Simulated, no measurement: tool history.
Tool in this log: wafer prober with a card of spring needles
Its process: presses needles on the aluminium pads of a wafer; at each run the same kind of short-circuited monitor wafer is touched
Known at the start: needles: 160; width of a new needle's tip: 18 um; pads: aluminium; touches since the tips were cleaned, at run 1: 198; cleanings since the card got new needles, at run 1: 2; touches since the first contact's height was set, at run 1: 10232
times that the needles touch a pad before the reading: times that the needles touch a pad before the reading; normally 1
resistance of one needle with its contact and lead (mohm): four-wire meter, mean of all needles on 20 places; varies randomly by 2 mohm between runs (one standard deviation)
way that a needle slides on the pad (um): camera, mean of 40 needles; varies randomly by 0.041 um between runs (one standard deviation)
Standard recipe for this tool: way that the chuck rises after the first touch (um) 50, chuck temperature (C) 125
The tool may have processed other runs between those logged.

run	day	way that the chuck rises after the first touch (um)	chuck temperature (C)	times that the needles touch a pad before the reading	touches since the tips were cleaned	cleanings since the card got new needles	touches since the first contact's height was set	resistance of one needle with its contact and lead (mohm)	way that a needle slides on the pad (um)
1	0	50	125	1	198	2	10232	216	6.27
# day 0.304: tips cleaned on abrasive film
2	0.508	50	125	1	3084	3	17836	215	6.34
# day 0.65: tips cleaned on abrasive film
3	0.908	50	125	1	3905	4	23849	213	6.35
# day 0.971: tips cleaned on abrasive film
4	1.138	50	125	1	2471	5	27217	210	6.31
# day 1.3: tips cleaned on abrasive film
5	1.408	50	125	1	1616	6	31252	212	6.35
# day 1.633: tips cleaned on abrasive film
6	1.771	50	125	1	2085	7	36706	215	6.41
# day 1.958: tips cleaned on abrasive film
7	2.062	50	125	1	1556	8	41046	216	6.29
# day 2.304: tips cleaned on abrasive film
8	2.383	50	125	1	1198	9	45864	211	6.31
# day 2.638: tips cleaned on abrasive film
9	2.771	50	125	1	2011	10	51636	211	6.25
# day 2.967: tips cleaned on abrasive film
10	3.129	50	125	1	2461	11	56970	211	6.3
# day 3.271: tips cleaned on abrasive film
11	3.529	62	38	1	3902	12	62963	190	7.76
# day 3.575: tips cleaned on abrasive film
# day 3.883: tips cleaned on abrasive film
12	3.925	50	38	1	633	14	68836	193	6.23
# day 4.204: tips cleaned on abrasive film
13	4.425	50	38	1	3327	15	76332	192	6.35
# day 4.508: tips cleaned on abrasive film
# day 4.821: tips cleaned on abrasive film
14	4.825	61	56	3	22	17	82225	194	7.69

Predict the results of run 15:
# day 5.142: tips cleaned on abrasive film
15	5.238	38	125	1	1454	18	88453	?	?

Run 15 gave resistance of one needle with its contact and lead (mohm) 221, way that a needle slides on the pad (um) 4.76.
Had the tool carried no hidden state, the very same run would have given resistance of one needle with its contact and lead (mohm) 221, way that a needle slides on the pad (um) 4.76.
